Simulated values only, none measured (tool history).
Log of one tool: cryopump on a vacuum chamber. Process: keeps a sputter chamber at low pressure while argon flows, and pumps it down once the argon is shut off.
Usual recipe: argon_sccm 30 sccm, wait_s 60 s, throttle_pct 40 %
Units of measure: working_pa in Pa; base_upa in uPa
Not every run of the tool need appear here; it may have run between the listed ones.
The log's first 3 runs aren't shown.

run     day  argon_sccm  wait_s  throttle_pct  hours of work since the pump was warmed up and emptied  hours of work since the cold head was overhauled  hours of work since the chamber's fittings were tightened  working_pa  base_upa
  4   5.646          30      60            40                                                     291                                               291                                                        373      0.1072      2.38
  5   7.479          30      60            40                                                     312                                               312                                                        394      0.1043      2.34
  6   9.804          30      60            45                                                     338                                               338                                                        421      0.0952      2.51
  7  11.167          30      60            45                                                     354                                               354                                                        436      0.0956      2.60
  8  13.175          30      81            45                                                     377                                               377                                                        459      0.0954      2.26
  9  15.729          30      28            40                                                     406                                               406                                                        488      0.1068      4.08
 10  18.300          30      60            40                                                     435                                               435                                                        517      0.1076      2.78
 11  20.412          30     226            40                                                     459                                               459                                                        541      0.1077      1.90
 12  22.938          30     226            40                                                     488                                               488                                                        570      0.1081      1.98
 13  24.854          30      60            35                                                     510                                               510                                                        592      0.1229      2.92
 14  27.329          30      60            40                                                     538                                               538                                                        620      0.1095      3.07
 15  28.850          30      60            40                                                     555                                               555                                                        638      0.1085      3.04
 16  30.546          30      60            18                                                     575                                               575                                                        657      0.2364      3.06
 17  31.858          30      60            18                                                     590                                               590                                                        672      0.2352      3.12
 18  33.196          17      21            17                                                     605                                               605                                                        687      0.1399      5.45
 19  34.400          42     126            34                                                     619                                               619                                                        701      0.1797      2.63
 20  35.892          42     126            34                                                     636                                               636                                                        718      0.1787      2.65
 21  36.983          13     126            34                                                     648                                               648                                                        730      0.0558      2.76
 22  39.200          13     126            34                                                     673                                               673                                                        756      0.0557      2.75
 23  41.667          14      67            26                                                     701                                               701                                                        784      0.0782      3.31
 24  43.529          15     147            21                                                     723                                               723                                                        805      0.1016      2.77

Predict the results of run 25:
 25  46.221          15     147            21                                                     753                                               753                                                        836           ?         ?

Run 25 measured working_pa 0.1018 Pa, base_upa 2.92 uPa.
Were there no unlogged condition in the tool, this run, its random variation unchanged, would have produced working_pa 0.0975 Pa, base_upa 0.70 uPa.
